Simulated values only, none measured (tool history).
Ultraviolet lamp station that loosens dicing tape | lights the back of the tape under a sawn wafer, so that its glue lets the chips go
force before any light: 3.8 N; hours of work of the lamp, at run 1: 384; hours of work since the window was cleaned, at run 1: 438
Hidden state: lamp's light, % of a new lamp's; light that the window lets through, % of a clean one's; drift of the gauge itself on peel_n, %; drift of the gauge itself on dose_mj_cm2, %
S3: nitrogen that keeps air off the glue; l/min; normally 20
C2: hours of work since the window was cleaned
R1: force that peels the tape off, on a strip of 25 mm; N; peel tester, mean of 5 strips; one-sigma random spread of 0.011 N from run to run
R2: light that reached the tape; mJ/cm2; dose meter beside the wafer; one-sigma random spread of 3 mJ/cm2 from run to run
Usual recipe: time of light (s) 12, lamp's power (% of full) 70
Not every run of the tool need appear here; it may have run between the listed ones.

Run 1, hour 0.0: usual settings; hours of work of the lamp 384; C2 438. Result: R1 0.871 N, R2 306 mJ/cm2.
Run 2, hour 33.3: usual settings; hours of work of the lamp 409; C2 463. Result: R1 0.909 N, R2 306 mJ/cm2.
Run 3, hour 71.8: usual settings but S3 22 l/min; hours of work of the lamp 438; C2 492. Result: R1 0.929 N, R2 292 mJ/cm2.
Run 4, hour 102.0: usual settings but S3 22 l/min; hours of work of the lamp 460; C2 514. Result: R1 0.946 N, R2 284 mJ/cm2.
Run 5, hour 126.2: usual settings but S3 22 l/min; hours of work of the lamp 478; C2 532. Result: R1 0.931 N, R2 281 mJ/cm2.
Run 6, hour 173.7: usual settings but S3 7 l/min; hours of work of the lamp 513; C2 567. Result: R1 1.616 N, R2 268 mJ/cm2.
Run 7, hour 219.2: usual settings but time of light (s) 18; hours of work of the lamp 547; C2 601. Result: R1 0.624 N, R2 384 mJ/cm2.
Run 8, hour 270.0: usual settings but time of light (s) 18, lamp's power (% of full) 90; hours of work of the lamp 585; C2 639. Result: R1 0.439 N, R2 477 mJ/cm2.
At hour 315.1: window cleaned of glue's vapour.
Run 9, hour 318.9: usual settings but time of light (s) 18, lamp's power (% of full) 90; hours of work of the lamp 621; C2 3. Result: R1 0.596 N, R2 386 mJ/cm2.
Run 10, hour 347.5: usual settings but time of light (s) 18, lamp's power (% of full) 90; hours of work of the lamp 642; C2 24. Result: R1 0.617 N, R2 386 mJ/cm2.
Run 11, hour 380.4: usual settings but time of light (s) 18, lamp's power (% of full) 90; hours of work of the lamp 666; C2 49. Result: R1 0.641 N, R2 375 mJ/cm2.
At hour 418.6: window cleaned of glue's vapour, once more.
Run 12, hour 431.0: usual settings but lamp's power (% of full) 74; hours of work of the lamp 704; C2 9. Result: R1 0.986 N, R2 281 mJ/cm2.
At hour 483.7: lamp changed.
Run 13, hour 483.7: usual settings but lamp's power (% of full) 74; hours of work of the lamp 0; C2 48. Result: R1 0.469 N, R2 466 mJ/cm2.
Run 14, hour 509.4: usual settings but lamp's power (% of full) 74; hours of work of the lamp 19; C2 67. Result: R1 0.465 N, R2 458 mJ/cm2.
Run 15, hour 558.4: usual settings; hours of work of the lamp 55; C2 103. Result: R1 0.562 N, R2 426 mJ/cm2.
Run 16, hour 596.0: usual settings; hours of work of the lamp 83; C2 131. Result: R1 0.573 N, R2 421 mJ/cm2.
Run 17, hour 645.3: usual settings but time of light (s) 10, lamp's power (% of full) 86, S3 12 l/min; hours of work of the lamp 120; C2 168. Result: R1 0.807 N, R2 411 mJ/cm2.
Run 18, hour 692.4: usual settings but time of light (s) 21, lamp's power (% of full) 83, S3 8 l/min; hours of work of the lamp 155; C2 203. Result: R1 0.345 N, R2 812 mJ/cm2.
Run 19, hour 722.8: usual settings but time of light (s) 21, lamp's power (% of full) 75, S3 8 l/min; hours of work of the lamp 178; C2 225. Result: R1 0.436 N, R2 724 mJ/cm2.
Run 20, hour 762.7: usual settings but time of light (s) 21, lamp's power (% of full) 75, S3 8 l/min; hours of work of the lamp 207; C2 255. Result: R1 0.435 N, R2 706 mJ/cm2.
Run 21, hour 807.1: usual settings but time of light (s) 21, lamp's power (% of full) 75, S3 8 l/min; hours of work of the lamp 240; C2 288. Result: R1 0.461 N, R2 684 mJ/cm2.
Run 22, hour 860.1: usual settings but time of light (s) 11, lamp's power (% of full) 75, S3 8 l/min; hours of work of the lamp 280; C2 327. Result: R1 1.229 N, R2 341 mJ/cm2.
Run 23, hour 894.3: usual settings but time of light (s) 11, lamp's power (% of full) 75, S3 8 l/min; hours of work of the lamp 305; C2 353. Result: R1 1.242 N, R2 338 mJ/cm2.
Run 24, hour 933.8: usual settings but time of light (s) 20, lamp's power (% of full) 67, S3 33 l/min; hours of work of the lamp 334; C2 382. Result: R1 0.270 N, R2 532 mJ/cm2.
Run 25, hour 966.7: usual settings but time of light (s) 20, lamp's power (% of full) 67, S3 33 l/min; hours of work of the lamp 359; C2 407. Result: R1 0.269 N, R2 527 mJ/cm2.
Run 26, hour 1017.3: usual settings but time of light (s) 8, lamp's power (% of full) 61, S3 10 l/min; hours of work of the lamp 396; C2 444. Result: R1 1.909 N, R2 182 mJ/cm2.
Run 27, hour 1050.0: usual settings but time of light (s) 15, lamp's power (% of full) 66, S3 26 l/min; hours of work of the lamp 421; C2 469. Result: R1 0.576 N, R2 363 mJ/cm2.
Run 28, hour 1084.1: usual settings but S3 26 l/min; hours of work of the lamp 446; C2 494. Result: R1 0.779 N, R2 301 mJ/cm2.
Run 29, hour 1137.8: usual settings but time of light (s) 13, S3 11 l/min; hours of work of the lamp 486; C2 534. Result: R1 1.153 N, R2 312 mJ/cm2.
Run 30, hour 1165.9: usual settings but time of light (s) 13, S3 11 l/min; hours of work of the lamp 507; C2 555. Result: R1 1.209 N, R2 307 mJ/cm2.
Run 31, hour 1202.0: usual settings but time of light (s) 11, lamp's power (% of full) 61, S3 21 l/min; hours of work of the lamp 534; C2 581. Result: R1 1.256 N, R2 216 mJ/cm2.

4 options for the next run, each taken on its own from the tool as it stands now. Forecast them:
Run A, hour 1231.8: usual settings but time of light (s) 11, lamp's power (% of full) 61, S3 11 l/min; hours of work of the lamp 556; C2 604. Result: R1 ?, R2 ?.
Run B, hour 1231.8: usual settings but lamp's power (% of full) 98; hours of work of the lamp 556; C2 604. Result: R1 ?, R2 ?.
Run C, hour 1231.8: usual settings; hours of work of the lamp 556; C2 604. Result: R1 ?, R2 ?.
Run D, hour 1231.8: usual settings but time of light (s) 9, lamp's power (% of full) 77, S3 21 l/min; hours of work of the lamp 556; C2 604. Result: R1 ?, R2 ?.

run     R1   R2
  A  1.738  212
  B  0.646  375
  C  1.028  269
  D  1.245  219
Stripped of hidden state, with their random variation kept, the same runs would have yielded:
run     R1   R2
  A  1.027  359
  B  0.265  634
  C  0.475  452
  D  0.631  369
